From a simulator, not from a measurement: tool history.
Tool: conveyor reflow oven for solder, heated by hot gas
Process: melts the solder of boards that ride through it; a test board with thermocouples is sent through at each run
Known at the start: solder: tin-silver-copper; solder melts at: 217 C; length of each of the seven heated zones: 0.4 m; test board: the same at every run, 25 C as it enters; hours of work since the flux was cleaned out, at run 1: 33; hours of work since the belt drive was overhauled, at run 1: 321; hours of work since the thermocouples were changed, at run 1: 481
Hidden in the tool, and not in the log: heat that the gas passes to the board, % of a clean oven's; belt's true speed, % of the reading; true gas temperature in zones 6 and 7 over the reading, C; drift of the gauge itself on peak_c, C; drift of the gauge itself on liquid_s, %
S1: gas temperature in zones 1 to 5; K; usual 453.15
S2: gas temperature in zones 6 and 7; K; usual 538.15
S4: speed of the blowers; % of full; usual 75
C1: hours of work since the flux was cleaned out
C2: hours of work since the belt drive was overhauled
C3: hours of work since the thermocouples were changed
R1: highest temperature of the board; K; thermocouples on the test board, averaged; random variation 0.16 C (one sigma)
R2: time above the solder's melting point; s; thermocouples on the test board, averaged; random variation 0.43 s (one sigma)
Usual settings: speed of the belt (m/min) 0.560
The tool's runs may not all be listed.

run 1 day=0.000 | S1=453.15 S2=538.15 speed_of_the_belt_(m/min)=0.560 S4=75 | C1=33 C2=321 C3=481 | R1=527.45 R2=69.7
run 2 day=1.267 | S1=455.15 S2=538.15 speed_of_the_belt_(m/min)=0.560 S4=75 | C1=47 C2=335 C3=495 | R1=527.75 R2=70.5
run 3 day=2.450 | S1=455.15 S2=538.15 speed_of_the_belt_(m/min)=0.560 S4=75 | C1=60 C2=348 C3=508 | R1=527.45 R2=71.3
run 4 day=3.392 | S1=447.15 S2=538.15 speed_of_the_belt_(m/min)=0.560 S4=75 | C1=70 C2=358 C3=518 | R1=526.55 R2=66.3
run 5 day=4.150 | S1=447.15 S2=538.15 speed_of_the_belt_(m/min)=0.560 S4=75 | C1=79 C2=367 C3=527 | R1=526.05 R2=66.2
run 6 day=5.600 | S1=453.15 S2=549.15 speed_of_the_belt_(m/min)=0.560 S4=75 | C1=95 C2=383 C3=543 | R1=536.85 R2=75.5
run 7 day=6.471 | S1=453.15 S2=549.15 speed_of_the_belt_(m/min)=0.560 S4=75 | C1=104 C2=392 C3=552 | R1=536.85 R2=74.4
run 8 day=7.225 | S1=449.15 S2=549.15 speed_of_the_belt_(m/min)=0.560 S4=75 | C1=113 C2=400 C3=561 | R1=536.35 R2=73.1
run 9 day=8.596 | S1=449.15 S2=549.15 speed_of_the_belt_(m/min)=0.560 S4=75 | C1=128 C2=416 C3=576 | R1=535.95 R2=72.9
-- day=9.517 thermocouples of zones 6 and 7 changed
run 10 day=9.771 | S1=449.15 S2=549.15 speed_of_the_belt_(m/min)=0.560 S4=75 | C1=140 C2=428 C3=3 | R1=533.95 R2=72.4
run 11 day=11.038 | S1=449.15 S2=527.15 speed_of_the_belt_(m/min)=0.560 S4=75 | C1=154 C2=442 C3=17 | R1=515.05 R2=56.8
run 12 day=12.221 | S1=449.15 S2=527.15 speed_of_the_belt_(m/min)=0.560 S4=75 | C1=167 C2=455 C3=30 | R1=515.05 R2=56.6
-- day=12.508 flux residue cleaned out of gas plates and filters
run 13 day=13.683 | S1=449.15 S2=527.15 speed_of_the_belt_(m/min)=0.560 S4=75 | C1=13 C2=468 C3=44 | R1=514.95 R2=56.3
run 14 day=15.029 | S1=449.15 S2=527.15 speed_of_the_belt_(m/min)=0.560 S4=75 | C1=28 C2=483 C3=58 | R1=514.55 R2=56.4
run 15 day=16.258 | S1=453.15 S2=532.15 speed_of_the_belt_(m/min)=0.560 S4=75 | C1=41 C2=497 C3=72 | R1=519.75 R2=63.6
run 16 day=17.771 | S1=453.15 S2=538.15 speed_of_the_belt_(m/min)=0.560 S4=83 | C1=58 C2=514 C3=89 | R1=526.05 R2=68.6
run 17 day=18.721 | S1=446.15 S2=544.15 speed_of_the_belt_(m/min)=0.544 S4=57 | C1=69 C2=524 C3=99 | R1=525.55 R2=66.2
run 18 day=19.942 | S1=448.15 S2=549.15 speed_of_the_belt_(m/min)=0.608 S4=72 | C1=82 C2=538 C3=113 | R1=530.15 R2=62.7
-- day=21.112 flux residue cleaned out of gas plates and filters, once more
run 19 day=21.217 | S1=454.15 S2=548.15 speed_of_the_belt_(m/min)=0.560 S4=75 | C1=1 C2=549 C3=124 | R1=535.55 R2=74.3
run 20 day=21.896 | S1=453.15 S2=538.15 speed_of_the_belt_(m/min)=0.539 S4=51 | C1=9 C2=557 C3=132 | R1=522.15 R2=67.3
run 21 day=23.129 | S1=468.15 S2=544.15 speed_of_the_belt_(m/min)=0.616 S4=75 | C1=22 C2=570 C3=146 | R1=531.35 R2=71.7
run 22 day=23.888 | S1=453.15 S2=538.15 speed_of_the_belt_(m/min)=0.520 S4=75 | C1=31 C2=579 C3=154 | R1=528.15 R2=76.5
run 23 day=25.262 | S1=444.15 S2=538.15 speed_of_the_belt_(m/min)=0.520 S4=75 | C1=46 C2=594 C3=169 | R1=527.05 R2=71.6
run 24 day=26.000 | S1=455.15 S2=538.15 speed_of_the_belt_(m/min)=0.515 S4=89 | C1=54 C2=602 C3=177 | R1=530.45 R2=80.8
run 25 day=27.029 | S1=455.15 S2=538.15 speed_of_the_belt_(m/min)=0.487 S4=86 | C1=65 C2=613 C3=189 | R1=531.15 R2=85.8
run 26 day=28.212 | S1=463.15 S2=531.15 speed_of_the_belt_(m/min)=0.615 S4=75 | C1=78 C2=627 C3=202 | R1=519.55 R2=62.5
run 27 day=29.138 | S1=453.15 S2=542.15 speed_of_the_belt_(m/min)=0.560 S4=55 | C1=89 C2=637 C3=212 | R1=525.05 R2=66.7
run 28 day=30.608 | S1=453.15 S2=552.15 speed_of_the_belt_(m/min)=0.625 S4=75 | C1=105 C2=653 C3=228 | R1=534.95 R2=67.0
run 29 day=31.483 | S1=453.15 S2=552.15 speed_of_the_belt_(m/min)=0.458 S4=74 | C1=114 C2=663 C3=238 | R1=543.45 R2=97.4
run 30 day=32.346 | S1=453.15 S2=533.15 speed_of_the_belt_(m/min)=0.560 S4=75 | C1=124 C2=672 C3=247 | R1=521.85 R2=66.0
run 31 day=33.500 | S1=453.15 S2=538.15 speed_of_the_belt_(m/min)=0.496 S4=75 | C1=137 C2=685 C3=260 | R1=529.15 R2=80.8

Forecast each of these 4 alternatives for the next run:
run A day=34.192 | S1=459.15 S2=529.15 speed_of_the_belt_(m/min)=0.560 S4=75 | C1=144 C2=692 C3=268 | R1=? R2=?
run B day=34.192 | S1=451.15 S2=528.15 speed_of_the_belt_(m/min)=0.457 S4=75 | C1=144 C2=692 C3=268 | R1=? R2=?
run C day=34.192 | S1=453.15 S2=538.15 speed_of_the_belt_(m/min)=0.630 S4=67 | C1=144 C2=692 C3=268 | R1=? R2=?
run D day=34.192 | S1=453.15 S2=529.15 speed_of_the_belt_(m/min)=0.518 S4=68 | C1=144 C2=692 C3=268 | R1=? R2=?

run=A R1=519.05 R2=65.3
run=B R1=521.35 R2=81.9
run=C R1=521.35 R2=55.6
run=D R1=519.05 R2=68.6
Without the tool's hidden state the same runs would have given:
run=A R1=518.65 R2=64.1
run=B R1=520.95 R2=80.3
run=C R1=521.05 R2=54.6
run=D R1=518.75 R2=67.2
